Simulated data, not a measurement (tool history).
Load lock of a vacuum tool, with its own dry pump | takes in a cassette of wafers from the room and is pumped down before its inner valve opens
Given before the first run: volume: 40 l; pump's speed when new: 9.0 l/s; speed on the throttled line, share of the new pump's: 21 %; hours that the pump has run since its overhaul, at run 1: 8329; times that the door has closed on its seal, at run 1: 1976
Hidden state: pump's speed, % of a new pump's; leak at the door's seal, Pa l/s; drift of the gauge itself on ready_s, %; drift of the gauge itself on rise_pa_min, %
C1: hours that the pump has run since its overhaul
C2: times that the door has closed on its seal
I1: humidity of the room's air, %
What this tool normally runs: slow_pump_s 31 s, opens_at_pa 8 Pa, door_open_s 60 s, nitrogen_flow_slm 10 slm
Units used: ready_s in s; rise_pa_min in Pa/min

{"run": 1, "day": 0.0, "slow_pump_s": 31, "opens_at_pa": 8, "door_open_s": 60, "nitrogen_flow_slm": 10, "C1": 8329, "C2": 1976, "I1": 46.2, "ready_s": 71.7, "rise_pa_min": 0.06}
{"run": 2, "day": 5.796, "slow_pump_s": 31, "opens_at_pa": 8, "door_open_s": 60, "nitrogen_flow_slm": 10, "C1": 8468, "C2": 2546, "I1": 43.7, "ready_s": 71.6, "rise_pa_min": 0.054}
{"run": 3, "day": 11.167, "slow_pump_s": 31, "opens_at_pa": 7, "door_open_s": 60, "nitrogen_flow_slm": 10, "C1": 8597, "C2": 3075, "I1": 43, "ready_s": 72, "rise_pa_min": 0.051}
{"run": 4, "day": 15.6, "slow_pump_s": 31, "opens_at_pa": 8, "door_open_s": 60, "nitrogen_flow_slm": 10, "C1": 8703, "C2": 3511, "I1": 44.5, "ready_s": 70.8, "rise_pa_min": 0.059}
{"run": 5, "day": 20.346, "slow_pump_s": 31, "opens_at_pa": 8, "door_open_s": 60, "nitrogen_flow_slm": 10, "C1": 8817, "C2": 3978, "I1": 41.6, "ready_s": 72.1, "rise_pa_min": 0.056}
{"run": 6, "day": 23.354, "slow_pump_s": 31, "opens_at_pa": 8, "door_open_s": 60, "nitrogen_flow_slm": 10, "C1": 8889, "C2": 4274, "I1": 43.7, "ready_s": 71.1, "rise_pa_min": 0.057}
{"run": 7, "day": 26.271, "slow_pump_s": 31, "opens_at_pa": 8, "door_open_s": 60, "nitrogen_flow_slm": 10, "C1": 8959, "C2": 4561, "I1": 43.4, "ready_s": 71.5, "rise_pa_min": 0.064}
{"run": 8, "day": 29.762, "slow_pump_s": 31, "opens_at_pa": 8, "door_open_s": 60, "nitrogen_flow_slm": 10, "C1": 9043, "C2": 4904, "I1": 46.3, "ready_s": 71.4, "rise_pa_min": 0.064}
{"run": 9, "day": 34.508, "slow_pump_s": 31, "opens_at_pa": 9, "door_open_s": 60, "nitrogen_flow_slm": 10, "C1": 9157, "C2": 5371, "I1": 43.5, "ready_s": 70.3, "rise_pa_min": 0.058}
{"run": 10, "day": 38.9, "slow_pump_s": 31, "opens_at_pa": 9, "door_open_s": 60, "nitrogen_flow_slm": 10, "C1": 9263, "C2": 5804, "I1": 47.3, "ready_s": 71.2, "rise_pa_min": 0.059}
{"run": 11, "day": 44.862, "slow_pump_s": 31, "opens_at_pa": 9, "door_open_s": 60, "nitrogen_flow_slm": 10, "C1": 9406, "C2": 6391, "I1": 45.1, "ready_s": 70.5, "rise_pa_min": 0.059}
{"run": 12, "day": 49.85, "slow_pump_s": 31, "opens_at_pa": 8, "door_open_s": 60, "nitrogen_flow_slm": 10, "C1": 9525, "C2": 6881, "I1": 42.8, "ready_s": 71.4, "rise_pa_min": 0.063}
{"run": 13, "day": 54.821, "slow_pump_s": 31, "opens_at_pa": 8, "door_open_s": 60, "nitrogen_flow_slm": 10, "C1": 9645, "C2": 7370, "I1": 44.6, "ready_s": 71, "rise_pa_min": 0.066}
{"run": 14, "day": 58.425, "slow_pump_s": 31, "opens_at_pa": 8, "door_open_s": 60, "nitrogen_flow_slm": 10, "C1": 9731, "C2": 7725, "I1": 45, "ready_s": 71.4, "rise_pa_min": 0.067}
{"run": 15, "day": 62.342, "slow_pump_s": 31, "opens_at_pa": 8, "door_open_s": 60, "nitrogen_flow_slm": 34, "C1": 9825, "C2": 8110, "I1": 45.4, "ready_s": 71.6, "rise_pa_min": 0.044}
{"run": 16, "day": 66.654, "slow_pump_s": 31, "opens_at_pa": 8, "door_open_s": 60, "nitrogen_flow_slm": 34, "C1": 9929, "C2": 8535, "I1": 47.5, "ready_s": 70.9, "rise_pa_min": 0.04}
{"run": 17, "day": 69.988, "slow_pump_s": 31, "opens_at_pa": 8, "door_open_s": 60, "nitrogen_flow_slm": 34, "C1": 10009, "C2": 8863, "I1": 42.8, "ready_s": 72.4, "rise_pa_min": 0.045}
{"run": 18, "day": 76.146, "slow_pump_s": 31, "opens_at_pa": 8, "door_open_s": 93, "nitrogen_flow_slm": 10, "C1": 10156, "C2": 9469, "I1": 44.4, "ready_s": 72.1, "rise_pa_min": 0.083}
{"run": 19, "day": 81.162, "slow_pump_s": 31, "opens_at_pa": 10, "door_open_s": 60, "nitrogen_flow_slm": 10, "C1": 10277, "C2": 9962, "I1": 47.5, "ready_s": 71, "rise_pa_min": 0.076}
{"run": 20, "day": 84.079, "slow_pump_s": 31, "opens_at_pa": 8, "door_open_s": 216, "nitrogen_flow_slm": 26, "C1": 10347, "C2": 10250, "I1": 42.1, "ready_s": 71.7, "rise_pa_min": 0.088}
{"run": 21, "day": 88.033, "slow_pump_s": 51, "opens_at_pa": 12, "door_open_s": 38, "nitrogen_flow_slm": 20, "C1": 10442, "C2": 10639, "I1": 41.5, "ready_s": 83.8, "rise_pa_min": 0.051}
{"run": 22, "day": 93.221, "slow_pump_s": 18, "opens_at_pa": 8, "door_open_s": 60, "nitrogen_flow_slm": 10, "C1": 10566, "C2": 11149, "I1": 44.9, "ready_s": 61.3, "rise_pa_min": 0.071}
{"run": 23, "day": 98.688, "slow_pump_s": 19, "opens_at_pa": 14, "door_open_s": 60, "nitrogen_flow_slm": 7, "C1": 10697, "C2": 11687, "I1": 42.2, "ready_s": 59.3, "rise_pa_min": 0.084}
{"run": 24, "day": 101.788, "slow_pump_s": 19, "opens_at_pa": 14, "door_open_s": 60, "nitrogen_flow_slm": 7, "C1": 10772, "C2": 11992, "I1": 42.9, "ready_s": 59.5, "rise_pa_min": 0.078}
{"run": 25, "day": 104.342, "slow_pump_s": 31, "opens_at_pa": 8, "door_open_s": 33, "nitrogen_flow_slm": 11, "C1": 10833, "C2": 12243, "I1": 42.8, "ready_s": 72, "rise_pa_min": 0.062}
{"run": 26, "day": 109.888, "slow_pump_s": 31, "opens_at_pa": 8, "door_open_s": 33, "nitrogen_flow_slm": 11, "C1": 10966, "C2": 12789, "I1": 45.1, "ready_s": 71.6, "rise_pa_min": 0.065}
{"run": 27, "day": 115.65, "slow_pump_s": 18, "opens_at_pa": 8, "door_open_s": 60, "nitrogen_flow_slm": 34, "C1": 11104, "C2": 13356, "I1": 46.4, "ready_s": 61.4, "rise_pa_min": 0.053}
{"run": 28, "day": 121.6, "slow_pump_s": 16, "opens_at_pa": 9, "door_open_s": 60, "nitrogen_flow_slm": 10, "C1": 11247, "C2": 13942, "I1": 45.3, "ready_s": 59.5, "rise_pa_min": 0.082}
{"run": 29, "day": 124.179, "slow_pump_s": 16, "opens_at_pa": 9, "door_open_s": 60, "nitrogen_flow_slm": 10, "C1": 11309, "C2": 14196, "I1": 43.7, "ready_s": 60.2, "rise_pa_min": 0.082}
{"run": 30, "day": 129.046, "slow_pump_s": 43, "opens_at_pa": 12, "door_open_s": 43, "nitrogen_flow_slm": 17, "C1": 11426, "C2": 14674, "I1": 45.8, "ready_s": 79.3, "rise_pa_min": 0.068}
{"run": 31, "day": 132.142, "slow_pump_s": 43, "opens_at_pa": 9, "door_open_s": 43, "nitrogen_flow_slm": 17, "C1": 11500, "C2": 14979, "I1": 47.7, "ready_s": 81, "rise_pa_min": 0.072}
{"run": 32, "day": 134.908, "slow_pump_s": 43, "opens_at_pa": 11, "door_open_s": 43, "nitrogen_flow_slm": 17, "C1": 11567, "C2": 15251, "I1": 47.5, "ready_s": 79.4, "rise_pa_min": 0.069}
{"run": 33, "day": 138.692, "slow_pump_s": 25, "opens_at_pa": 7, "door_open_s": 32, "nitrogen_flow_slm": 9, "C1": 11658, "C2": 15624, "I1": 42.6, "ready_s": 67.9, "rise_pa_min": 0.071}
{"run": 34, "day": 141.229, "slow_pump_s": 25, "opens_at_pa": 7, "door_open_s": 32, "nitrogen_flow_slm": 9, "C1": 11718, "C2": 15873, "I1": 45.1, "ready_s": 69.1, "rise_pa_min": 0.077}
{"run": 35, "day": 145.442, "slow_pump_s": 21, "opens_at_pa": 7, "door_open_s": 34, "nitrogen_flow_slm": 9, "C1": 11819, "C2": 16288, "I1": 47.2, "ready_s": 66.8, "rise_pa_min": 0.075}
{"run": 36, "day": 148.742, "slow_pump_s": 37, "opens_at_pa": 8, "door_open_s": 158, "nitrogen_flow_slm": 10, "C1": 11899, "C2": 16612, "I1": 45.8, "ready_s": 76.6, "rise_pa_min": 0.127}
{"run": 37, "day": 151.338, "slow_pump_s": 37, "opens_at_pa": 8, "door_open_s": 158, "nitrogen_flow_slm": 10, "C1": 11961, "C2": 16868, "I1": 44.7, "ready_s": 77, "rise_pa_min": 0.128}

Measured less the same run without the tool's hidden state. The same run-to-run variation is in both; the gauge's scatter may not be:
run=1 ready_s=+4.1 rise_pa_min=+0.004
run=2 ready_s=+4.1 rise_pa_min=+0.005
run=3 ready_s=+4.2 rise_pa_min=+0.006
run=4 ready_s=+4.1 rise_pa_min=+0.006
run=5 ready_s=+4.2 rise_pa_min=+0.007
run=6 ready_s=+4.3 rise_pa_min=+0.008
run=7 ready_s=+4.3 rise_pa_min=+0.008
run=8 ready_s=+4.2 rise_pa_min=+0.009
run=9 ready_s=+4.1 rise_pa_min=+0.01
run=10 ready_s=+4.2 rise_pa_min=+0.011
run=11 ready_s=+4.2 rise_pa_min=+0.012
run=12 ready_s=+4.4 rise_pa_min=+0.013
run=13 ready_s=+4.5 rise_pa_min=+0.015
run=14 ready_s=+4.5 rise_pa_min=+0.015
run=15 ready_s=+4.5 rise_pa_min=+0.016
run=16 ready_s=+4.5 rise_pa_min=+0.017
run=17 ready_s=+4.6 rise_pa_min=+0.018
run=18 ready_s=+4.7 rise_pa_min=+0.019
run=19 ready_s=+4.6 rise_pa_min=+0.021
run=20 ready_s=+4.8 rise_pa_min=+0.021
run=21 ready_s=+3.8 rise_pa_min=+0.022
run=22 ready_s=+5.1 rise_pa_min=+0.024
run=23 ready_s=+4.8 rise_pa_min=+0.026
run=24 ready_s=+4.8 rise_pa_min=+0.025
run=25 ready_s=+4.9 rise_pa_min=+0.027
run=26 ready_s=+5 rise_pa_min=+0.028
run=27 ready_s=+5.3 rise_pa_min=+0.029
run=28 ready_s=+5.3 rise_pa_min=+0.031
run=29 ready_s=+5.4 rise_pa_min=+0.032
run=30 ready_s=+4.5 rise_pa_min=+0.034
run=31 ready_s=+4.8 rise_pa_min=+0.036
run=32 ready_s=+4.6 rise_pa_min=+0.036
run=33 ready_s=+5.4 rise_pa_min=+0.037
run=34 ready_s=+5.6 rise_pa_min=+0.038
run=35 ready_s=+5.9 rise_pa_min=+0.038
run=36 ready_s=+5.1 rise_pa_min=+0.04
run=37 ready_s=+5.2 rise_pa_min=+0.041

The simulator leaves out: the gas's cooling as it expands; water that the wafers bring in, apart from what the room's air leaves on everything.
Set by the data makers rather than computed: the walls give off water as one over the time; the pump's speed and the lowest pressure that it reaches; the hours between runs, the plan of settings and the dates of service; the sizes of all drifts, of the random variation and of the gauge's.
